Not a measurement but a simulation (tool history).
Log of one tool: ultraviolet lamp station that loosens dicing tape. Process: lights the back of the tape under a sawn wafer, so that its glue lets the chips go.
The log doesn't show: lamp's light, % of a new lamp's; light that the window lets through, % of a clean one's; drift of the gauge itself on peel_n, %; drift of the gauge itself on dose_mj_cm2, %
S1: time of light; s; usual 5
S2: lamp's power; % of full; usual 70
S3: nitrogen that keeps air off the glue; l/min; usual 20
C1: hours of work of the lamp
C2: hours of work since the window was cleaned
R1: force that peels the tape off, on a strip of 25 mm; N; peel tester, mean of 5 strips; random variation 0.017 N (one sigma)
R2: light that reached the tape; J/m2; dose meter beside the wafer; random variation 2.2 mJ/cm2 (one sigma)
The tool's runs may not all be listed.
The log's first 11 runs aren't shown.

run   hour  S1  S2  S3   C1   C2     R1    R2
 12  132.9   5  76  20   83  430  0.812  1800
 13  142.8   5  76  20   87  434  0.815  1790
 14  151.4   5  76  20   91  438  0.820  1780
 15  163.1   5  76  20   95  443  0.827  1780
 16  173.7   5  70  20  100  447  0.958  1620
 17  182.9   5  70  20  104  451  0.955  1600
 18  192.8   5  70  20  108  455  0.958  1630
 19  205.9   5  70  20  113  460  0.932  1620
 20  221.3   6  92  20  119  466  0.380  2550
 21  236.8   5  60  20  125  473  1.264  1430
 22  245.4   5  60  20  129  476  1.271  1430
 23  253.9   5  60  20  132  480  1.291  1360
 24  266.8   5  60  20  138  485  1.276  1400
 25  277.7   2  70  26  142  489  3.008   630
 26  292.9   3  74  13  148  496  2.363  1000
 27  305.5   5  74  35  154  501  0.671  1690
 28  314.6   5  74  35  157  504  0.692  1690
 29  322.7   9  82  24  161  508  0.186  3370
 30  332.6   3  93  24  165  512  1.321  1300
 31  343.8   3  93  24  169  516  1.331  1280
 32  352.0   3  86  10  172  520  2.180  1160
 33  360.7   5  99  20  176  523  0.495  2260

Forecast each of these 3 alternatives for the next run:
  A  370.6   5   78  25  180  527   ?   ?
  B  370.6   4  100  20  180  527   ?   ?
  C  370.6   5   99   6  180  527   ?   ?

run     R1    R2
  A  0.728  1810
  B  0.769  1820
  C  1.072  2250
Without the tool's hidden state the same runs would have given:
run     R1    R2
  A  0.599  1990
  B  0.635  2000
  C  0.904  2470
